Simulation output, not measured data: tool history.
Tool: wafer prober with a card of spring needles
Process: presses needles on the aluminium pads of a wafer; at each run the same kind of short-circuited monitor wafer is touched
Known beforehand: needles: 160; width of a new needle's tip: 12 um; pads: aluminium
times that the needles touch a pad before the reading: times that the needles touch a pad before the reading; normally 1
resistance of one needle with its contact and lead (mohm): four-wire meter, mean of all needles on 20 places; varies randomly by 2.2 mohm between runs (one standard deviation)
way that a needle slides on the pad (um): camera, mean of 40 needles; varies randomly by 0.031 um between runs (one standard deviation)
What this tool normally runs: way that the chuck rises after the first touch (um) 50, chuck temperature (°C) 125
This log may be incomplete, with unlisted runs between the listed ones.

run,hour,way that the chuck rises after the first touch (um),chuck temperature (°C),times that the needles touch a pad before the reading,resistance of one needle with its contact and lead (mohm),way that a needle slides on the pad (um)
1,0,50,125,1,246,6.17
# hour 13: tips cleaned on abrasive film
# hour 29.3: tips cleaned on abrasive film
# hour 45.5: tips cleaned on abrasive film
2,46.5,50,125,1,251,6.18
# hour 59.6: tips cleaned on abrasive film
# hour 66.3: height of the first contact set anew
# hour 76.1: tips cleaned on abrasive film
# hour 92.3: tips cleaned on abrasive film
# hour 108.6: tips cleaned on abrasive film
# hour 124.8: tips cleaned on abrasive film
3,127.8,50,125,1,276,6.11
# hour 140.8: tips cleaned on abrasive film
# hour 157: tips cleaned on abrasive film
# hour 170: tips cleaned on abrasive film
# hour 186.3: tips cleaned on abrasive film
4,186.9,50,125,1,258,6.06
# hour 199.9: tips cleaned on abrasive film
# hour 216.2: tips cleaned on abrasive film
# hour 232.4: tips cleaned on abrasive film
# hour 248.7: tips cleaned on abrasive film
5,257,50,125,1,281,6
# hour 263.6: tips cleaned on abrasive film
# hour 279.8: tips cleaned on abrasive film
# hour 292.8: tips cleaned on abrasive film
# hour 309: tips cleaned on abrasive film
6,311.3,50,125,1,263,5.94
# hour 324.3: tips cleaned on abrasive film
# hour 340.5: tips cleaned on abrasive film
7,350.1,50,125,1,287,5.9
# hour 356.6: tips cleaned on abrasive film
# hour 366.6: height of the first contact set anew
# hour 373.2: tips cleaned on abrasive film
# hour 389.4: tips cleaned on abrasive film
8,390.5,50,103,1,251,6.28
# hour 403.5: tips cleaned on abrasive film
# hour 416.5: tips cleaned on abrasive film
# hour 433: height of the first contact set anew, once more
# hour 433.1: tips cleaned on abrasive film
# hour 449.3: tips cleaned on abrasive film
# hour 465.5: tips cleaned on abrasive film
9,475.8,50,103,1,282,6.35
# hour 479.2: tips cleaned on abrasive film
# hour 492.2: tips cleaned on abrasive film
# hour 508.4: tips cleaned on abrasive film
10,518.5,30,103,1,355,3.74
# hour 521.8: tips cleaned on abrasive film
# hour 534.8: tips cleaned on abrasive film
# hour 551.1: tips cleaned on abrasive film
# hour 567.3: tips cleaned on abrasive film
# hour 583.6: tips cleaned on abrasive film
11,590.5,50,26,1,259,6.31
# hour 597.1: tips cleaned on abrasive film
# hour 610.1: tips cleaned on abrasive film
# hour 626.3: tips cleaned on abrasive film
# hour 639.3: tips cleaned on abrasive film
# hour 655.6: tips cleaned on abrasive film
# hour 671.8: tips cleaned on abrasive film
12,674.9,50,26,1,250,6.16
# hour 687.9: tips cleaned on abrasive film
# hour 704.2: tips cleaned on abrasive film
# hour 717.6: tips cleaned on abrasive film
13,717.6,50,125,1,252,6.11
# hour 730.6: tips cleaned on abrasive film
# hour 734.1: height of the first contact set anew
# hour 747.2: tips cleaned on abrasive film
14,755.6,50,125,1,284,6.42
# hour 762.1: tips cleaned on abrasive film
# hour 778.4: tips cleaned on abrasive film
# hour 794.6: tips cleaned on abrasive film
# hour 810.8: tips cleaned on abrasive film
# hour 827.1: tips cleaned on abrasive film
15,839.3,50,125,1,293,6.35
# hour 842.7: tips cleaned on abrasive film
# hour 858.9: tips cleaned on abrasive film
# hour 871.9: tips cleaned on abrasive film
# hour 888.2: tips cleaned on abrasive film
# hour 901.2: tips cleaned on abrasive film
# hour 917.4: tips cleaned on abrasive film
16,918.2,42,125,1,261,5.25
# hour 931.2: tips cleaned on abrasive film
# hour 947.4: tips cleaned on abrasive film
# hour 963.7: tips cleaned on abrasive film
17,975.2,30,52,1,371,3.68
# hour 978.5: tips cleaned on abrasive film
# hour 994.8: tips cleaned on abrasive film
# hour 1011: tips cleaned on abrasive film
# hour 1027.3: tips cleaned on abrasive film
# hour 1034: height of the first contact set anew
# hour 1040.6: tips cleaned on abrasive film
# hour 1056.8: tips cleaned on abrasive film
18,1058.5,69,125,2,249,8.79
# hour 1071.5: tips cleaned on abrasive film
# hour 1087.7: tips cleaned on abrasive film
# hour 1104: tips cleaned on abrasive film
19,1105.2,52,35,3,228,6.57
# hour 1118.2: tips cleaned on abrasive film
# hour 1134.5: tips cleaned on abrasive film
# hour 1150.7: tips cleaned on abrasive film
# hour 1163.7: tips cleaned on abrasive film
# hour 1180: tips cleaned on abrasive film
20,1192,60,106,1,279,7.54
# hour 1195.3: tips cleaned on abrasive film
# hour 1211.6: tips cleaned on abrasive film
# hour 1227.8: tips cleaned on abrasive film
# hour 1244.1: tips cleaned on abrasive film
# hour 1260.3: tips cleaned on abrasive film
# hour 1273.3: tips cleaned on abrasive film
21,1276.5,60,106,1,261,7.51
# hour 1289.5: tips cleaned on abrasive film
# hour 1305.8: tips cleaned on abrasive film
# hour 1322: tips cleaned on abrasive film
# hour 1335.2: height of the first contact set anew
# hour 1338.6: tips cleaned on abrasive film
22,1349.5,60,47,1,262,7.65
# hour 1352.8: tips cleaned on abrasive film
# hour 1369.1: tips cleaned on abrasive film
# hour 1385.3: tips cleaned on abrasive film
# hour 1401.6: tips cleaned on abrasive film
# hour 1417.8: tips cleaned on abrasive film
23,1427.8,60,47,1,264,7.59
# hour 1431.1: tips cleaned on abrasive film
# hour 1444.1: tips cleaned on abrasive film
# hour 1460.4: tips cleaned on abrasive film
# hour 1473.4: tips cleaned on abrasive film
# hour 1489.6: tips cleaned on abrasive film
24,1493.1,69,47,2,234,8.67
# hour 1502.9: tips cleaned on abrasive film
# hour 1515.9: tips cleaned on abrasive film
# hour 1532.2: tips cleaned on abrasive film
# hour 1548.4: tips cleaned on abrasive film
# hour 1564.6: tips cleaned on abrasive film
25,1574.9,35,31,2,294,4.28
# hour 1578.2: tips cleaned on abrasive film
# hour 1590.2: card fitted with new needles
# hour 1606.5: tips cleaned on abrasive film
# hour 1622.7: tips cleaned on abrasive film
# hour 1638.9: tips cleaned on abrasive film
# hour 1655.2: tips cleaned on abrasive film
26,1667.6,47,125,1,285,5.92

Pick out some run-to-run changes in resistance of one needle with its contact and lead (mohm). Of each, how much would a tool without hidden state show as well, from the settings, what came in and chance, and how much is left for the hidden state and any gauge scatter not in both results compared?
The hidden state here: debris on the tips, nm; way that the needles fall short of the set height, um; tips' diameter, um; drift of the gauge itself on contact_mohm, %; drift of the gauge itself on scrub_um, %.
Run 16 -> 17: way that the chuck rises after the first touch (um) 42 -> 30, chuck temperature (°C) 125 -> 52, tips cleaned on abrasive film, tips cleaned on abrasive film, tips cleaned on abrasive film. resistance of one needle with its contact and lead (mohm) +110: hidden state +120, all else -10.
Run 17 -> 18: way that the chuck rises after the first touch (um) 30 -> 69, chuck temperature (°C) 52 -> 125, times that the needles touch a pad before the reading 1 -> 2, tips cleaned on abrasive film, tips cleaned on abrasive film, tips cleaned on abrasive film, tips cleaned on abrasive film, height of the first contact set anew, tips cleaned on abrasive film, tips cleaned on abrasive film. resistance of one needle with its contact and lead (mohm) -122: hidden state -132, all else +10.
